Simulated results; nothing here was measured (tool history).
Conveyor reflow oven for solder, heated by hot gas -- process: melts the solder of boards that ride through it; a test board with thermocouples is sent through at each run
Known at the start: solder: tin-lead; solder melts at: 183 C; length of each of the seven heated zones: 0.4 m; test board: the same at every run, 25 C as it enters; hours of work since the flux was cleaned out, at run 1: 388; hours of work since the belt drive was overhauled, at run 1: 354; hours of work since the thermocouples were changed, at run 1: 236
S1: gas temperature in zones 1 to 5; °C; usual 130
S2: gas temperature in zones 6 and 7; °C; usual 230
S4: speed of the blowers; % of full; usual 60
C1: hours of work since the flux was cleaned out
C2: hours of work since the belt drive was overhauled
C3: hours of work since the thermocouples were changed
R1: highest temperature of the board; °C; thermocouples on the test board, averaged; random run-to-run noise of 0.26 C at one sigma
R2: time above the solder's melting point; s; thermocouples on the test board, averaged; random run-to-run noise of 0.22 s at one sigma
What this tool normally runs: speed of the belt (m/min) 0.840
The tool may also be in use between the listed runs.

Run 1, day 0.000: usual settings; C1 388; C2 354; C3 236. Result: R1 206.9 °C, R2 32.9 s.
Run 2, day 0.583: usual settings; C1 397; C2 363; C3 245. Result: R1 207.0 °C, R2 32.9 s.
Run 3, day 1.162: usual settings but S2 244 °C; C1 405; C2 372; C3 254. Result: R1 218.6 °C, R2 41.2 s.
At day 1.646: flux residue cleaned out of gas plates and filters.
Run 4, day 2.188: usual settings but S4 54 % of full; C1 8; C2 384; C3 266. Result: R1 203.5 °C, R2 29.5 s.
Run 5, day 2.617: usual settings; C1 14; C2 390; C3 272. Result: R1 206.0 °C, R2 31.8 s.
Run 6, day 3.117: usual settings but S1 115 °C; C1 22; C2 398; C3 280. Result: R1 202.4 °C, R2 25.7 s.
Run 7, day 3.612: usual settings but S1 122 °C; C1 29; C2 405; C3 287. Result: R1 203.8 °C, R2 28.4 s.
Run 8, day 4.054: usual settings but S1 122 °C; C1 36; C2 412; C3 294. Result: R1 203.7 °C, R2 28.7 s.
Run 9, day 4.583: usual settings but S1 122 °C; C1 44; C2 419; C3 301. Result: R1 204.5 °C, R2 28.5 s.
At day 5.338: flux residue cleaned out of gas plates and filters, once more.
Run 10, day 5.442: usual settings but S4 55 % of full; C1 2; C2 429; C3 311. Result: R1 207.0 °C, R2 32.4 s.
Run 11, day 5.817: usual settings but S4 86 % of full; C1 7; C2 435; C3 317. Result: R1 217.2 °C, R2 41.8 s.
Run 12, day 6.362: usual settings; C1 15; C2 443; C3 325. Result: R1 208.3 °C, R2 35.0 s.
Run 13, day 7.192: usual settings; C1 28; C2 455; C3 337. Result: R1 208.4 °C, R2 34.4 s.
Run 14, day 7.558: usual settings but S4 52 % of full; C1 33; C2 461; C3 343. Result: R1 204.9 °C, R2 30.8 s.
Run 15, day 7.921: usual settings but S4 52 % of full; C1 38; C2 466; C3 348. Result: R1 205.2 °C, R2 30.7 s.
Run 16, day 8.679: usual settings but S4 52 % of full; C1 50; C2 477; C3 359. Result: R1 204.8 °C, R2 30.8 s.
Run 17, day 9.021: usual settings but S1 132 °C; C1 55; C2 482; C3 364. Result: R1 208.8 °C, R2 34.9 s.
Run 18, day 9.371: usual settings but S1 132 °C; C1 60; C2 487; C3 369. Result: R1 208.8 °C, R2 35.2 s.
Run 19, day 10.079: usual settings but S1 115 °C, S2 224 °C, speed of the belt (m/min) 0.822, S4 68 % of full; C1 70; C2 498; C3 380. Result: R1 204.1 °C, R2 29.5 s.
Run 20, day 10.708: usual settings but S1 144 °C, speed of the belt (m/min) 0.919, S4 51 % of full; C1 80; C2 507; C3 389. Result: R1 204.0 °C, R2 30.0 s.
Run 21, day 11.529: usual settings but S2 224 °C, speed of the belt (m/min) 0.673; C1 92; C2 520; C3 402. Result: R1 209.5 °C, R2 46.4 s.
Run 22, day 12.375: usual settings but S1 122 °C, S2 224 °C, speed of the belt (m/min) 0.793; C1 105; C2 532; C3 414. Result: R1 203.3 °C, R2 30.4 s.
Run 23, day 12.892: usual settings but S1 122 °C, S2 243 °C, speed of the belt (m/min) 0.793, S4 79 % of full; C1 112; C2 540; C3 422. Result: R1 226.6 °C, R2 47.4 s.
Run 24, day 13.492: usual settings but S1 117 °C, S2 232 °C, speed of the belt (m/min) 0.693, S4 69 % of full; C1 121; C2 549; C3 431. Result: R1 217.6 °C, R2 47.5 s.
Run 25, day 14.308: usual settings but S1 117 °C, S2 232 °C, speed of the belt (m/min) 0.693, S4 69 % of full; C1 133; C2 561; C3 443. Result: R1 217.0 °C, R2 47.6 s.
Run 26, day 14.779: usual settings but S4 54 % of full; C1 140; C2 568; C3 450. Result: R1 205.2 °C, R2 31.3 s.
Run 27, day 15.538: usual settings but S1 128 °C, S2 243 °C, speed of the belt (m/min) 0.905; C1 152; C2 579; C3 461. Result: R1 215.1 °C, R2 35.2 s.
Run 28, day 16.238: usual settings but speed of the belt (m/min) 0.837; C1 162; C2 590; C3 472. Result: R1 207.6 °C, R2 34.0 s.
Run 29, day 16.712: usual settings but S1 139 °C, S2 221 °C, speed of the belt (m/min) 0.857, S4 77 % of full; C1 169; C2 597; C3 479. Result: R1 206.6 °C, R2 35.5 s.
Run 30, day 17.338: usual settings but S1 132 °C; C1 178; C2 606; C3 488. Result: R1 208.2 °C, R2 34.7 s.
Run 31, day 18.100: usual settings but S1 140 °C, S2 234 °C, S4 52 % of full; C1 190; C2 617; C3 499. Result: R1 209.9 °C, R2 37.4 s.
Run 32, day 18.458: usual settings but S1 137 °C, speed of the belt (m/min) 0.861; C1 195; C2 623; C3 505. Result: R1 207.7 °C, R2 34.5 s.

Branching from run 32: 3 alternative next runs. What would each branch give?
Run A, day 19.038: usual settings but S1 135 °C, S4 52 % of full; C1 204; C2 631; C3 513. Result: R1 ?, R2 ?.
Run B, day 19.038: usual settings but S2 222 °C; C1 204; C2 631; C3 513. Result: R1 ?, R2 ?.
Run C, day 19.038: usual settings but S1 117 °C, speed of the belt (m/min) 0.861; C1 204; C2 631; C3 513. Result: R1 ?, R2 ?.

run     R1    R2
  A  205.2  31.9
  B  200.7  27.7
  C  203.8  26.2
What these runs would have given with no unlogged condition in the tool:
run     R1    R2
  A  206.7  33.1
  B  202.3  29.2
  C  205.6  27.7
